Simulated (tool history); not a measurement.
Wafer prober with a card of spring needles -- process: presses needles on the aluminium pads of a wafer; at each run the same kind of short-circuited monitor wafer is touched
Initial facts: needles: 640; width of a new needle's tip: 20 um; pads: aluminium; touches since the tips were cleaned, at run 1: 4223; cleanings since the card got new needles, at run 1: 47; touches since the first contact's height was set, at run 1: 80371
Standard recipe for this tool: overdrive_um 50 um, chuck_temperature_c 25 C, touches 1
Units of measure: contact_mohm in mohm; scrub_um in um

| run | day | overdrive_um | chuck_temperature_c | touches | touches since the tips were cleaned | cleanings since the card got new needles | touches since the first contact's height was set | contact_mohm | scrub_um |
|---|---|---|---|---|---|---|---|---|---|
| 1 | 0.000 | 50 | 25 | 1 | 4223 | 47 | 80371 | 488 | 10.75 |
|  | 0.104 | tips cleaned on abrasive film |
|  | 0.504 | tips cleaned on abrasive film |
|  | 1.000 | tips cleaned on abrasive film |
|  | 1.400 | tips cleaned on abrasive film |
|  | 1.900 | tips cleaned on abrasive film |
| 2 | 2.221 | 50 | 25 | 1 | 3738 | 52 | 106020 | 470 | 10.74 |
|  | 2.325 | tips cleaned on abrasive film |
|  | 2.725 | tips cleaned on abrasive film |
|  | 3.225 | tips cleaned on abrasive film |
|  | 3.692 | tips cleaned on abrasive film |
| 3 | 3.692 | 50 | 25 | 1 | 0 | 56 | 122942 | 244 | 10.61 |
|  | 4.188 | tips cleaned on abrasive film |
|  | 4.588 | tips cleaned on abrasive film |
|  | 5.088 | tips cleaned on abrasive film |
|  | 5.583 | tips cleaned on abrasive film |
| 4 | 5.696 | 50 | 25 | 1 | 1313 | 60 | 146147 | 336 | 10.58 |
|  | 6.000 | tips cleaned on abrasive film |
|  | 6.496 | tips cleaned on abrasive film |
|  | 6.992 | tips cleaned on abrasive film |
| 5 | 7.233 | 50 | 25 | 1 | 2804 | 63 | 163912 | 424 | 10.52 |
|  | 7.438 | tips cleaned on abrasive film |
|  | 7.933 | tips cleaned on abrasive film |
|  | 8.433 | tips cleaned on abrasive film |
| 6 | 8.650 | 50 | 25 | 2 | 2496 | 66 | 180251 | 357 | 10.41 |
|  | 8.846 | tips cleaned on abrasive film |
|  | 9.346 | tips cleaned on abrasive film |
|  | 9.650 | height of the first contact set anew |
| 7 | 9.650 | 50 | 25 | 1 | 3407 | 68 | 0 | 511 | 9.97 |
|  | 9.854 | tips cleaned on abrasive film |
|  | 10.350 | tips cleaned on abrasive film |
|  | 10.850 | tips cleaned on abrasive film |
|  | 11.350 | tips cleaned on abrasive film |
| 8 | 11.362 | 50 | 25 | 1 | 132 | 72 | 19746 | 269 | 9.96 |
|  | 11.762 | tips cleaned on abrasive film |
|  | 12.262 | tips cleaned on abrasive film |
|  | 12.758 | tips cleaned on abrasive film |
| 9 | 12.962 | 50 | 25 | 1 | 2344 | 75 | 38243 | 472 | 9.96 |
|  | 13.162 | tips cleaned on abrasive film |
|  | 13.662 | tips cleaned on abrasive film |
|  | 14.158 | tips cleaned on abrasive film |
|  | 14.625 | tips cleaned on abrasive film |
| 10 | 14.625 | 50 | 25 | 1 | 0 | 79 | 57467 | 261 | 9.87 |
|  | 15.125 | tips cleaned on abrasive film |
|  | 15.625 | tips cleaned on abrasive film |
|  | 16.125 | tips cleaned on abrasive film |
| 11 | 16.354 | 50 | 25 | 1 | 2689 | 82 | 77463 | 477 | 9.74 |
|  | 16.558 | tips cleaned on abrasive film |
|  | 17.054 | tips cleaned on abrasive film |
|  | 17.554 | tips cleaned on abrasive film |
| 12 | 17.596 | 50 | 25 | 1 | 475 | 85 | 91782 | 312 | 9.73 |
|  | 17.996 | tips cleaned on abrasive film |
|  | 18.396 | tips cleaned on abrasive film |
|  | 18.604 | height of the first contact set anew, once more |
|  | 18.904 | tips cleaned on abrasive film |
| 13 | 18.908 | 36 | 100 | 1 | 61 | 88 | 3523 | 291 | 7.85 |
|  | 19.308 | tips cleaned on abrasive film |
|  | 19.808 | tips cleaned on abrasive film |
|  | 20.267 | tips cleaned on abrasive film |
| 14 | 20.267 | 36 | 100 | 1 | 0 | 91 | 19210 | 300 | 7.85 |
|  | 20.767 | tips cleaned on abrasive film |
|  | 21.262 | tips cleaned on abrasive film |
| 15 | 21.262 | 51 | 100 | 2 | 20 | 93 | 30708 | 254 | 11.09 |
|  | 21.758 | tips cleaned on abrasive film |
|  | 22.258 | tips cleaned on abrasive film |
|  | 22.658 | tips cleaned on abrasive film |
| 16 | 22.804 | 40 | 74 | 2 | 1717 | 96 | 48542 | 381 | 8.63 |
|  | 23.108 | tips cleaned on abrasive film |
|  | 23.604 | tips cleaned on abrasive film |
|  | 24.104 | tips cleaned on abrasive film |
| 17 | 24.446 | 53 | 106 | 1 | 3959 | 99 | 67500 | 460 | 11.49 |
|  | 24.546 | tips cleaned on abrasive film |
|  | 25.046 | tips cleaned on abrasive film |
|  | 25.546 | tips cleaned on abrasive film |
|  | 26.004 | tips cleaned on abrasive film |
| 18 | 26.004 | 53 | 106 | 1 | 0 | 103 | 85512 | 259 | 11.30 |
|  | 26.504 | tips cleaned on abrasive film |
|  | 27.004 | tips cleaned on abrasive film |
|  | 27.404 | tips cleaned on abrasive film |
| 19 | 27.600 | 40 | 25 | 1 | 2295 | 106 | 103960 | 554 | 8.51 |
|  | 27.904 | tips cleaned on abrasive film |
|  | 28.400 | tips cleaned on abrasive film |
|  | 28.900 | tips cleaned on abrasive film |
| 20 | 29.246 | 38 | 44 | 2 | 4000 | 109 | 122959 | 542 | 7.90 |
|  | 29.346 | tips cleaned on abrasive film |
|  | 29.846 | tips cleaned on abrasive film |
|  | 30.246 | tips cleaned on abrasive film |
| 21 | 30.246 | 38 | 44 | 2 | 0 | 112 | 134507 | 268 | 7.91 |
|  | 30.650 | tips cleaned on abrasive film |
|  | 31.050 | tips cleaned on abrasive film |
| 22 | 31.383 | 38 | 44 | 2 | 3895 | 114 | 147647 | 520 | 7.84 |
|  | 31.488 | tips cleaned on abrasive film |
|  | 31.983 | tips cleaned on abrasive film |
|  | 32.383 | tips cleaned on abrasive film |
|  | 32.883 | tips cleaned on abrasive film |
|  | 33.379 | tips cleaned on abrasive film |
| 23 | 33.696 | 38 | 44 | 2 | 3687 | 119 | 174381 | 516 | 7.87 |
|  | 33.800 | tips cleaned on abrasive film |
|  | 34.300 | tips cleaned on abrasive film |
|  | 34.800 | tips cleaned on abrasive film |
|  | 35.208 | height of the first contact set anew |
|  | 35.308 | tips cleaned on abrasive film |
|  | 35.808 | tips cleaned on abrasive film |
| 24 | 35.950 | 38 | 44 | 2 | 1651 | 124 | 8573 | 374 | 8.26 |

Each row is a separate what-if for the run after 24, all from the same tool condition, not one after another. Results?
|  | 36.250 | tips cleaned on abrasive film |
|  | 36.650 | tips cleaned on abrasive film |
|  | 37.150 | tips cleaned on abrasive film |
|  | 37.650 | tips cleaned on abrasive film |
|  | 38.150 | tips cleaned on abrasive film |
| A | 38.212 | 45 | 110 | 1 | 744 | 129 | 34700 | ? | ? |
|  | 36.250 | tips cleaned on abrasive film |
|  | 36.650 | tips cleaned on abrasive film |
|  | 37.150 | tips cleaned on abrasive film |
|  | 37.650 | tips cleaned on abrasive film |
|  | 38.150 | tips cleaned on abrasive film |
| B | 38.212 | 37 | 29 | 1 | 744 | 129 | 34700 | ? | ? |
|  | 36.250 | tips cleaned on abrasive film |
|  | 36.650 | tips cleaned on abrasive film |
|  | 37.150 | tips cleaned on abrasive film |
|  | 37.650 | tips cleaned on abrasive film |
|  | 38.150 | tips cleaned on abrasive film |
| C | 38.212 | 68 | 97 | 2 | 744 | 129 | 34700 | ? | ? |

| run | contact_mohm | scrub_um |
|---|---|---|
| A | 367 | 9.72 |
| B | 427 | 7.98 |
| C | 260 | 14.88 |
Had the tool no hidden state, the same runs would have come out as:
| run | contact_mohm | scrub_um |
|---|---|---|
| A | 245 | 9.84 |
| B | 229 | 8.09 |
| C | 224 | 14.99 |
